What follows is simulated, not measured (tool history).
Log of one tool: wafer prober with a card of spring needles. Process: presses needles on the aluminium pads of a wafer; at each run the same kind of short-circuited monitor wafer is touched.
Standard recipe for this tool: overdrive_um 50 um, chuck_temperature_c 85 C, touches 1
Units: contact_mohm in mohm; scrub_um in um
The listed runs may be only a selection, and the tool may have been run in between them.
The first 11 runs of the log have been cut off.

run	hour	overdrive_um	chuck_temperature_c	touches	contact_mohm	scrub_um
# hour 79.0: tips cleaned on abrasive film
12	83.2	50	85	1	272	7.44
# hour 86.4: tips cleaned on abrasive film
13	90.3	50	85	1	266	7.40
# hour 94.0: tips cleaned on abrasive film
14	99.4	50	85	1	274	7.36
# hour 101.8: tips cleaned on abrasive film
15	107.0	50	85	1	274	7.39
# hour 109.5: tips cleaned on abrasive film
16	114.9	50	85	1	276	7.35
# hour 117.3: tips cleaned on abrasive film
17	124.2	61	63	2	250	8.95
# hour 125.1: tips cleaned on abrasive film
18	129.1	61	63	2	249	9.00
# hour 132.8: tips cleaned on abrasive film
19	137.4	48	36	1	270	6.95
# hour 140.1: tips cleaned on abrasive film
20	142.1	54	54	1	249	7.88
# hour 147.7: tips cleaned on abrasive film
21	150.6	54	54	1	252	7.89
# hour 154.8: tips cleaned on abrasive film
22	157.0	46	54	1	266	6.62
# hour 162.1: tips cleaned on abrasive film
23	164.7	58	51	2	243	8.48
# hour 169.5: tips cleaned on abrasive film
24	171.8	35	27	1	279	4.95
# hour 177.1: tips cleaned on abrasive film
25	177.9	37	47	1	254	5.15
# hour 184.6: tips cleaned on abrasive film
26	187.3	33	122	2	294	4.62
# hour 192.6: tips cleaned on abrasive film
27	194.0	68	85	1	246	9.88
28	198.9	50	39	1	283	7.15
# hour 200.7: tips cleaned on abrasive film
29	205.4	50	39	1	269	7.19
# hour 207.9: tips cleaned on abrasive film
30	210.9	52	81	2	256	7.48
# hour 215.1: tips cleaned on abrasive film
31	220.7	52	81	2	265	7.42
# hour 222.8: tips cleaned on abrasive film
# hour 230.3: tips cleaned on abrasive film
32	230.6	52	81	2	249	7.39

3 options for the next run, each taken on its own from the tool as it stands now. Forecast them:
# hour 237.9: tips cleaned on abrasive film
A	240.7	54	36	2	?	?
# hour 237.9: tips cleaned on abrasive film
B	240.7	52	81	3	?	?
# hour 237.9: tips cleaned on abrasive film
C	240.7	32	108	1	?	?

run	contact_mohm	scrub_um
A	242	7.67
B	252	7.36
C	324	4.35
Take away the tool's hidden state, keep each run's random variation, and the runs would have read:
run	contact_mohm	scrub_um
A	225	8.16
B	241	7.85
C	259	4.83

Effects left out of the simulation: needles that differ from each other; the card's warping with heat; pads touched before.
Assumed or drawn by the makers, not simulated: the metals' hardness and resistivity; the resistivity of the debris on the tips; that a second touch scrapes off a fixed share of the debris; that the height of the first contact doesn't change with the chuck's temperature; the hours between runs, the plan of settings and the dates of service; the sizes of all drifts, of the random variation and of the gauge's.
